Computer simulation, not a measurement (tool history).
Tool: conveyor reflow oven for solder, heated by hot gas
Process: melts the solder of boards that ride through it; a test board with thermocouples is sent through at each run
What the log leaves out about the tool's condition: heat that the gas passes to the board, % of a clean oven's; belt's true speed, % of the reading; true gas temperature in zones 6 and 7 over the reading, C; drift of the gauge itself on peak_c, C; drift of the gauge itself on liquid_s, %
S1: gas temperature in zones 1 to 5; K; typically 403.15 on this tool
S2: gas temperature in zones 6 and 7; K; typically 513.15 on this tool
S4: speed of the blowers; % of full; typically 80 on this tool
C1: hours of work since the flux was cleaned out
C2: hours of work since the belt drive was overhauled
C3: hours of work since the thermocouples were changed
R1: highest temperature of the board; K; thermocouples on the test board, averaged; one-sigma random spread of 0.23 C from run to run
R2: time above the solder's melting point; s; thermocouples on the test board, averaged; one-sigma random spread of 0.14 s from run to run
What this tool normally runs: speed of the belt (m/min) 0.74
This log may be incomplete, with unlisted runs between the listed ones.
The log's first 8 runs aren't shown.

At hour 415.9: belt drive overhauled, speed set with a stopwatch.
Run 9, hour 469.6: usual settings; C1 69; C2 27; C3 120. Result: R1 497.85 K, R2 52.6 s.
Run 10, hour 550.8: usual settings; C1 110; C2 69; C3 161. Result: R1 498.25 K, R2 52.2 s.
Run 11, hour 593: usual settings; C1 132; C2 91; C3 183. Result: R1 497.65 K, R2 52.2 s.
Run 12, hour 667.2: usual settings but S1 398.15 K; C1 170; C2 128; C3 221. Result: R1 496.65 K, R2 50.2 s.
At hour 676.5: belt drive overhauled, speed set with a stopwatch, once more.
Run 13, hour 739.4: usual settings but S4 63 % of full; C1 205; C2 32; C3 255. Result: R1 491.15 K, R2 46.4 s.
Run 14, hour 815.7: usual settings but S4 63 % of full; C1 243; C2 71; C3 294. Result: R1 491.15 K, R2 46.4 s.
Run 15, hour 855.5: usual settings but S4 63 % of full; C1 264; C2 92; C3 315. Result: R1 490.55 K, R2 46.2 s.
Run 16, hour 914: usual settings but S4 63 % of full; C1 294; C2 121; C3 345. Result: R1 490.65 K, R2 46 s.
Run 17, hour 970.2: usual settings but S4 63 % of full; C1 322; C2 150; C3 373. Result: R1 490.65 K, R2 45.7 s.
Run 18, hour 1014: usual settings but S4 69 % of full; C1 345; C2 173; C3 396. Result: R1 492.35 K, R2 47.5 s.
Run 19, hour 1073.4: usual settings but S2 503.15 K; C1 375; C2 203; C3 426. Result: R1 486.15 K, R2 44 s.
Run 20, hour 1115.1: usual settings but S1 399.15 K, S4 88 % of full; C1 397; C2 224; C3 447. Result: R1 495.95 K, R2 49.5 s.
At hour 1160.8: flux residue cleaned out of gas plates and filters.
Run 21, hour 1172.2: usual settings but S1 399.15 K, S4 88 % of full; C1 6; C2 251; C3 474. Result: R1 499.15 K, R2 51.3 s.
Run 22, hour 1236.5: usual settings but S1 398.15 K; C1 39; C2 284; C3 507. Result: R1 496.45 K, R2 49.7 s.
Run 23, hour 1301: usual settings but S1 413.15 K, S2 511.15 K, speed of the belt (m/min) 0.639, S4 71 % of full; C1 72; C2 317; C3 540. Result: R1 498.85 K, R2 63.9 s.
Run 24, hour 1349.4: usual settings but S1 410.15 K, S2 526.15 K, speed of the belt (m/min) 0.845, S4 54 % of full; C1 96; C2 341; C3 565. Result: R1 495.25 K, R2 44 s.
Run 25, hour 1426.6: usual settings; C1 136; C2 381; C3 604. Result: R1 496.75 K, R2 51.1 s.
Run 26, hour 1495.4: usual settings; C1 171; C2 416; C3 639. Result: R1 496.15 K, R2 50.6 s.
Run 27, hour 1576.7: usual settings; C1 213; C2 458; C3 681. Result: R1 496.15 K, R2 50.8 s.
Run 28, hour 1613.4: usual settings but S1 398.15 K, S2 515.15 K, S4 78 % of full; C1 231; C2 476; C3 700. Result: R1 495.85 K, R2 49.4 s.
Run 29, hour 1652.3: usual settings but S2 516.15 K, S4 55 % of full; C1 251; C2 496; C3 720. Result: R1 490.45 K, R2 45.6 s.
Run 30, hour 1724.9: usual settings but S1 415.15 K, S2 509.15 K, S4 56 % of full; C1 288; C2 533; C3 757. Result: R1 488.05 K, R2 47.2 s.
Run 31, hour 1786.2: usual settings but S1 415.15 K, S2 509.15 K, S4 56 % of full; C1 320; C2 565; C3 788. Result: R1 487.25 K, R2 47.2 s.

Each row is a separate what-if for the run after 31, all from the same tool condition, not one after another. Results?
Run A, hour 1859.6: usual settings but S1 415.15 K, S2 504.15 K, S4 56 % of full; C1 357; C2 602; C3 826. Result: R1 ?, R2 ?.
Run B, hour 1859.6: usual settings but S1 415.15 K, S2 509.15 K, S4 56 % of full; C1 357; C2 602; C3 826. Result: R1 ?, R2 ?.
Run C, hour 1859.6: usual settings but S1 413.15 K, S2 512.15 K; C1 357; C2 602; C3 826. Result: R1 ?, R2 ?.

run      R1    R2
  A  483.15  44.1
  B  486.55    47
  C  495.75  53.1
With the hidden condition removed and each run's random variation left untouched, the same runs would have given:
run      R1    R2
  A  486.05  46.2
  B  489.55  48.8
  C  499.25  54.5

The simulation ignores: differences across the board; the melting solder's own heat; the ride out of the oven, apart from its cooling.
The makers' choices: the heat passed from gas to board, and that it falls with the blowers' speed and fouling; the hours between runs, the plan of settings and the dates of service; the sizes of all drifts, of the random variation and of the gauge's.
